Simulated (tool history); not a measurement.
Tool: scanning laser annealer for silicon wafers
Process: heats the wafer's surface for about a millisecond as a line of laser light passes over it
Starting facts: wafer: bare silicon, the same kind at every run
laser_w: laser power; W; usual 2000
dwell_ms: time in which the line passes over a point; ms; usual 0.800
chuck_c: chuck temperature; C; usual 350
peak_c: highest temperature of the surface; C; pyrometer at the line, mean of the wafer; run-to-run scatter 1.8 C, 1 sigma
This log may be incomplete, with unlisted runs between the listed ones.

| run | day | laser_w | dwell_ms | chuck_c | peak_c |
|---|---|---|---|---|---|
| 1 | 0.000 | 2000 | 0.800 | 350 | 1036 |
| 2 | 0.425 | 2000 | 0.800 | 350 | 1036 |
| 3 | 0.742 | 2000 | 0.800 | 350 | 1037 |
| 4 | 1.083 | 2000 | 0.800 | 350 | 1036 |
| 5 | 1.383 | 2000 | 0.800 | 350 | 1031 |
| 6 | 1.696 | 1775 | 0.800 | 350 | 958 |
| 7 | 2.054 | 2000 | 0.800 | 330 | 1012 |
| 8 | 2.267 | 2000 | 0.800 | 330 | 1017 |
| 9 | 2.533 | 2000 | 0.800 | 350 | 1032 |
| 10 | 2.879 | 2000 | 0.800 | 350 | 1035 |
| 11 | 3.179 | 2000 | 0.800 | 350 | 1034 |
| 12 | 3.467 | 2000 | 0.800 | 350 | 1035 |
| 13 | 3.771 | 2000 | 0.800 | 316 | 1001 |
|  | 4.088 | window over the wafer cleaned |
| 14 | 4.162 | 2000 | 0.800 | 316 | 986 |
| 15 | 4.383 | 2000 | 0.800 | 316 | 988 |
| 16 | 4.729 | 2000 | 0.603 | 316 | 901 |
| 17 | 4.917 | 1755 | 0.640 | 370 | 896 |
| 18 | 5.192 | 1719 | 0.835 | 341 | 932 |
|  | 5.571 | window over the wafer cleaned, once more |
| 19 | 5.629 | 1719 | 0.835 | 341 | 956 |
| 20 | 5.888 | 1719 | 0.835 | 341 | 957 |
| 21 | 6.308 | 1841 | 0.738 | 388 | 1006 |
| 22 | 6.708 | 1841 | 0.738 | 381 | 996 |
| 23 | 6.950 | 1841 | 0.738 | 381 | 997 |
| 24 | 7.212 | 1798 | 0.700 | 350 | 935 |
| 25 | 7.558 | 1798 | 0.700 | 350 | 937 |
| 26 | 7.788 | 1798 | 0.801 | 350 | 977 |
| 27 | 8.058 | 2151 | 0.599 | 350 | 998 |
| 28 | 8.421 | 2191 | 0.599 | 383 | 1042 |
| 29 | 8.708 | 2191 | 0.599 | 337 | 1001 |
| 30 | 8.925 | 2000 | 0.800 | 379 | 1078 |

3 options for the next run, each taken on its own from the tool as it stands now. Forecast them:
| A | 9.288 | 1720 | 0.895 | 319 | ? |
| B | 9.288 | 2000 | 0.943 | 381 | ? |
| C | 9.288 | 2000 | 0.800 | 343 | ? |

| run | peak_c |
|---|---|
| A | 951 |
| B | 1136 |
| C | 1040 |
With the hidden condition removed and each run's random variation left untouched, the same runs would have given:
| run | peak_c |
|---|---|
| A | 960 |
| B | 1146 |
| C | 1050 |
